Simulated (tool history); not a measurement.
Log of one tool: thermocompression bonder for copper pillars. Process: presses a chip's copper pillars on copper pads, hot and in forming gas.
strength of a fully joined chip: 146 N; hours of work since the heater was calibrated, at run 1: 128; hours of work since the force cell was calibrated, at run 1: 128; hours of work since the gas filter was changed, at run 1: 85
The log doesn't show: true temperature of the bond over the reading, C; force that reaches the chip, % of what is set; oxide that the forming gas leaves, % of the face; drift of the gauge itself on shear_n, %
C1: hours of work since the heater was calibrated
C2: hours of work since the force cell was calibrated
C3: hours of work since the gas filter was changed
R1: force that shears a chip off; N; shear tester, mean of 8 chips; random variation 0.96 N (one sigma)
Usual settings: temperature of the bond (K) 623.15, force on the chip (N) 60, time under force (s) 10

Run 1, hour 0: usual settings; C1 128; C2 128; C3 85. Result: R1 83 N.
Run 2, hour 37.8: usual settings; C1 149; C2 149; C3 105. Result: R1 83.2 N.
Run 3, hour 59.1: usual settings; C1 160; C2 160; C3 117. Result: R1 80.7 N.
Run 4, hour 89.1: usual settings; C1 177; C2 177; C3 133. Result: R1 82.1 N.
Run 5, hour 126.7: usual settings; C1 197; C2 197; C3 153. Result: R1 81.8 N.
Run 6, hour 150: usual settings; C1 210; C2 210; C3 166. Result: R1 82.5 N.
At hour 177.6: forming gas filter changed.
Run 7, hour 180.5: usual settings; C1 226; C2 226; C3 2. Result: R1 82 N.
Run 8, hour 208.9: usual settings; C1 241; C2 241; C3 17. Result: R1 82 N.
Run 9, hour 244.5: usual settings but temperature of the bond (K) 644.15, force on the chip (N) 47, time under force (s) 17; C1 261; C2 261; C3 36. Result: R1 88.5 N.
Run 10, hour 275.9: usual settings but temperature of the bond (K) 644.15, force on the chip (N) 41, time under force (s) 29; C1 278; C2 278; C3 53. Result: R1 93.1 N.
Run 11, hour 300.9: usual settings but temperature of the bond (K) 644.15, force on the chip (N) 41, time under force (s) 29; C1 291; C2 291; C3 67. Result: R1 92.9 N.
Run 12, hour 324.5: usual settings but temperature of the bond (K) 648.15, time under force (s) 14; C1 304; C2 304; C3 80. Result: R1 103.1 N.
Run 13, hour 362.7: usual settings but time under force (s) 14; C1 325; C2 325; C3 100. Result: R1 90.9 N.
Run 14, hour 401.1: usual settings but temperature of the bond (K) 598.15, time under force (s) 8; C1 345; C2 345; C3 121. Result: R1 63.4 N.
Run 15, hour 420.4: usual settings but temperature of the bond (K) 604.15, force on the chip (N) 48, time under force (s) 25; C1 356; C2 356; C3 132. Result: R1 78.8 N.
Run 16, hour 455.6: usual settings but temperature of the bond (K) 629.15, force on the chip (N) 48, time under force (s) 11; C1 375; C2 375; C3 151. Result: R1 72.9 N.

5 ways to go on from here, each from the tool as it stands after run 16. What would each give?
Run A, hour 492.9: usual settings but temperature of the bond (K) 649.15, force on the chip (N) 48, time under force (s) 7; C1 395; C2 395; C3 171. Result: R1 ?.
Run B, hour 492.9: usual settings but temperature of the bond (K) 629.15, force on the chip (N) 48, time under force (s) 12; C1 395; C2 395; C3 171. Result: R1 ?.
Run C, hour 492.9: usual settings but temperature of the bond (K) 641.15, force on the chip (N) 56, time under force (s) 5; C1 395; C2 395; C3 171. Result: R1 ?.
Run D, hour 492.9: usual settings but temperature of the bond (K) 629.15, force on the chip (N) 76, time under force (s) 11; C1 395; C2 395; C3 171. Result: R1 ?.
Run E, hour 492.9: usual settings but temperature of the bond (K) 650.15, force on the chip (N) 72, time under force (s) 9; C1 395; C2 395; C3 171. Result: R1 ?.

run     R1
  A   69.4
  B   73.7
  C   69.1
  D  104.8
  E  107.1
Without the tool's hidden state the same runs would have given:
run     R1
  A   69.6
  B     74
  C   69.3
  D  105.1
  E  107.5

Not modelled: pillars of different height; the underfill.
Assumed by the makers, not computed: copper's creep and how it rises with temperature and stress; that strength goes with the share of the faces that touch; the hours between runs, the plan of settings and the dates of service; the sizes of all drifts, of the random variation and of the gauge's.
